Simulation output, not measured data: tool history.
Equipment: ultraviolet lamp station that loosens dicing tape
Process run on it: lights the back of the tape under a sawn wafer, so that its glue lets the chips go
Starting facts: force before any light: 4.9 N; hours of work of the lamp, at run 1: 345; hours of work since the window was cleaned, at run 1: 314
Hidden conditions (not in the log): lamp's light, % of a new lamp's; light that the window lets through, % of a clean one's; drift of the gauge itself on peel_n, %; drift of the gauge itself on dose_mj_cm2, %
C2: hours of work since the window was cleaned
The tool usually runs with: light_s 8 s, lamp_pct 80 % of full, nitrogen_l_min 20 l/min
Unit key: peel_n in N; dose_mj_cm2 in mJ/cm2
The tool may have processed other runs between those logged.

{"run": 1, "hour": 0.0, "light_s": 8, "lamp_pct": 80, "nitrogen_l_min": 20, "hours of work of the lamp": 345, "C2": 314, "peel_n": 1.187, "dose_mj_cm2": 245}
{"hour": 10.8, "done": "window cleaned of glue's vapour"}
{"run": 2, "hour": 18.6, "light_s": 8, "lamp_pct": 80, "nitrogen_l_min": 20, "hours of work of the lamp": 357, "C2": 5, "peel_n": 1.234, "dose_mj_cm2": 237}
{"run": 3, "hour": 28.5, "light_s": 8, "lamp_pct": 80, "nitrogen_l_min": 20, "hours of work of the lamp": 363, "C2": 12, "peel_n": 1.242, "dose_mj_cm2": 233}
{"run": 4, "hour": 41.5, "light_s": 8, "lamp_pct": 80, "nitrogen_l_min": 20, "hours of work of the lamp": 372, "C2": 20, "peel_n": 1.269, "dose_mj_cm2": 229}
{"run": 5, "hour": 53.1, "light_s": 8, "lamp_pct": 80, "nitrogen_l_min": 20, "hours of work of the lamp": 379, "C2": 28, "peel_n": 1.33, "dose_mj_cm2": 227}
{"hour": 69.8, "done": "window cleaned of glue's vapour, once more"}
{"run": 6, "hour": 72.2, "light_s": 8, "lamp_pct": 80, "nitrogen_l_min": 20, "hours of work of the lamp": 391, "C2": 2, "peel_n": 0.991, "dose_mj_cm2": 283}
{"run": 7, "hour": 79.8, "light_s": 8, "lamp_pct": 80, "nitrogen_l_min": 20, "hours of work of the lamp": 397, "C2": 7, "peel_n": 0.968, "dose_mj_cm2": 279}
{"run": 8, "hour": 94.7, "light_s": 8, "lamp_pct": 80, "nitrogen_l_min": 20, "hours of work of the lamp": 406, "C2": 16, "peel_n": 0.991, "dose_mj_cm2": 275}
{"run": 9, "hour": 112.9, "light_s": 6, "lamp_pct": 80, "nitrogen_l_min": 20, "hours of work of the lamp": 418, "C2": 28, "peel_n": 1.467, "dose_mj_cm2": 204}
{"run": 10, "hour": 122.1, "light_s": 6, "lamp_pct": 80, "nitrogen_l_min": 20, "hours of work of the lamp": 424, "C2": 34, "peel_n": 1.5, "dose_mj_cm2": 205}
{"run": 11, "hour": 133.9, "light_s": 6, "lamp_pct": 80, "nitrogen_l_min": 20, "hours of work of the lamp": 432, "C2": 42, "peel_n": 1.49, "dose_mj_cm2": 200}
{"run": 12, "hour": 143.9, "light_s": 6, "lamp_pct": 80, "nitrogen_l_min": 20, "hours of work of the lamp": 439, "C2": 49, "peel_n": 1.53, "dose_mj_cm2": 203}
{"run": 13, "hour": 160.6, "light_s": 6, "lamp_pct": 80, "nitrogen_l_min": 20, "hours of work of the lamp": 450, "C2": 60, "peel_n": 1.53, "dose_mj_cm2": 195}
{"run": 14, "hour": 177.3, "light_s": 6, "lamp_pct": 80, "nitrogen_l_min": 20, "hours of work of the lamp": 461, "C2": 71, "peel_n": 1.618, "dose_mj_cm2": 194}
{"run": 15, "hour": 189.5, "light_s": 6, "lamp_pct": 80, "nitrogen_l_min": 20, "hours of work of the lamp": 469, "C2": 79, "peel_n": 1.587, "dose_mj_cm2": 188}
{"run": 16, "hour": 200.1, "light_s": 8, "lamp_pct": 80, "nitrogen_l_min": 20, "hours of work of the lamp": 476, "C2": 86, "peel_n": 1.17, "dose_mj_cm2": 252}
{"run": 17, "hour": 214.5, "light_s": 8, "lamp_pct": 80, "nitrogen_l_min": 20, "hours of work of the lamp": 485, "C2": 95, "peel_n": 1.145, "dose_mj_cm2": 251}
{"run": 18, "hour": 228.9, "light_s": 8, "lamp_pct": 80, "nitrogen_l_min": 20, "hours of work of the lamp": 495, "C2": 105, "peel_n": 1.175, "dose_mj_cm2": 252}
{"run": 19, "hour": 246.3, "light_s": 8, "lamp_pct": 80, "nitrogen_l_min": 20, "hours of work of the lamp": 506, "C2": 116, "peel_n": 1.229, "dose_mj_cm2": 248}
{"run": 20, "hour": 259.1, "light_s": 8, "lamp_pct": 80, "nitrogen_l_min": 8, "hours of work of the lamp": 514, "C2": 124, "peel_n": 1.854, "dose_mj_cm2": 243}
{"run": 21, "hour": 275.9, "light_s": 8, "lamp_pct": 80, "nitrogen_l_min": 8, "hours of work of the lamp": 525, "C2": 136, "peel_n": 1.824, "dose_mj_cm2": 234}
{"run": 22, "hour": 292.8, "light_s": 8, "lamp_pct": 73, "nitrogen_l_min": 9, "hours of work of the lamp": 537, "C2": 147, "peel_n": 1.952, "dose_mj_cm2": 216}
{"run": 23, "hour": 304.1, "light_s": 14, "lamp_pct": 65, "nitrogen_l_min": 20, "hours of work of the lamp": 544, "C2": 154, "peel_n": 0.755, "dose_mj_cm2": 327}
{"run": 24, "hour": 322.8, "light_s": 8, "lamp_pct": 80, "nitrogen_l_min": 35, "hours of work of the lamp": 556, "C2": 166, "peel_n": 1.02, "dose_mj_cm2": 227}
{"run": 25, "hour": 332.2, "light_s": 8, "lamp_pct": 70, "nitrogen_l_min": 35, "hours of work of the lamp": 562, "C2": 173, "peel_n": 1.26, "dose_mj_cm2": 194}
{"run": 26, "hour": 348.7, "light_s": 15, "lamp_pct": 86, "nitrogen_l_min": 35, "hours of work of the lamp": 573, "C2": 183, "peel_n": 0.318, "dose_mj_cm2": 447}
{"run": 27, "hour": 356.4, "light_s": 8, "lamp_pct": 61, "nitrogen_l_min": 20, "hours of work of the lamp": 578, "C2": 188, "peel_n": 1.768, "dose_mj_cm2": 170}
{"run": 28, "hour": 371.0, "light_s": 8, "lamp_pct": 95, "nitrogen_l_min": 37, "hours of work of the lamp": 588, "C2": 198, "peel_n": 0.825, "dose_mj_cm2": 255}
{"run": 29, "hour": 382.2, "light_s": 8, "lamp_pct": 95, "nitrogen_l_min": 37, "hours of work of the lamp": 595, "C2": 205, "peel_n": 0.805, "dose_mj_cm2": 257}
{"run": 30, "hour": 391.2, "light_s": 7, "lamp_pct": 67, "nitrogen_l_min": 10, "hours of work of the lamp": 601, "C2": 211, "peel_n": 2.355, "dose_mj_cm2": 158}
{"run": 31, "hour": 401.6, "light_s": 11, "lamp_pct": 81, "nitrogen_l_min": 20, "hours of work of the lamp": 608, "C2": 218, "peel_n": 0.913, "dose_mj_cm2": 291}
{"run": 32, "hour": 411.2, "light_s": 11, "lamp_pct": 73, "nitrogen_l_min": 8, "hours of work of the lamp": 614, "C2": 224, "peel_n": 1.692, "dose_mj_cm2": 261}
{"run": 33, "hour": 424.6, "light_s": 11, "lamp_pct": 73, "nitrogen_l_min": 8, "hours of work of the lamp": 623, "C2": 233, "peel_n": 1.689, "dose_mj_cm2": 260}
{"hour": 433.0, "done": "lamp changed"}
{"run": 34, "hour": 441.5, "light_s": 5, "lamp_pct": 84, "nitrogen_l_min": 15, "hours of work of the lamp": 6, "C2": 244, "peel_n": 1.548, "dose_mj_cm2": 215}
{"run": 35, "hour": 450.8, "light_s": 5, "lamp_pct": 84, "nitrogen_l_min": 15, "hours of work of the lamp": 12, "C2": 250, "peel_n": 1.573, "dose_mj_cm2": 212}
{"run": 36, "hour": 458.9, "light_s": 5, "lamp_pct": 84, "nitrogen_l_min": 15, "hours of work of the lamp": 17, "C2": 255, "peel_n": 1.634, "dose_mj_cm2": 209}
{"run": 37, "hour": 466.9, "light_s": 5, "lamp_pct": 84, "nitrogen_l_min": 22, "hours of work of the lamp": 22, "C2": 260, "peel_n": 1.358, "dose_mj_cm2": 209}
{"run": 38, "hour": 483.3, "light_s": 8, "lamp_pct": 71, "nitrogen_l_min": 21, "hours of work of the lamp": 33, "C2": 271, "peel_n": 0.946, "dose_mj_cm2": 284}
{"run": 39, "hour": 495.5, "light_s": 11, "lamp_pct": 99, "nitrogen_l_min": 21, "hours of work of the lamp": 41, "C2": 279, "peel_n": 0.333, "dose_mj_cm2": 535}

Entry by entry between the runs, the difference in hidden state between the last listed run before and the first listed run after:
Between runs 1 and 2: window cleaned of glue's vapour (hour 10.8)
  lamp's light, % of a new lamp's: 78 -> 77.3; light that the window lets through, % of a clean one's: 84.2 -> 80.8
  what was measured, less what the result would be without the hidden state, peel_n: +0.567 -> +0.628 N; dose_mj_cm2: -129 -> -142 mJ/cm2
Between runs 5 and 6: window cleaned of glue's vapour, once more (hour 69.8)
  lamp's light, % of a new lamp's: 76 -> 75.2; light that the window lets through, % of a clean one's: 79.8 -> 99.7
  what was measured, less what the result would be without the hidden state, peel_n: +0.704 -> +0.362 N; dose_mj_cm2: -148 -> -94 mJ/cm2
Between runs 33 and 34: lamp changed (hour 433)
  lamp's light, % of a new lamp's: 61.4 -> 98.3; light that the window lets through, % of a clean one's: 89.2 -> 88.7
  what was measured, less what the result would be without the hidden state, peel_n: +0.919 -> +0.226 N; dose_mj_cm2: -214 -> -32 mJ/cm2
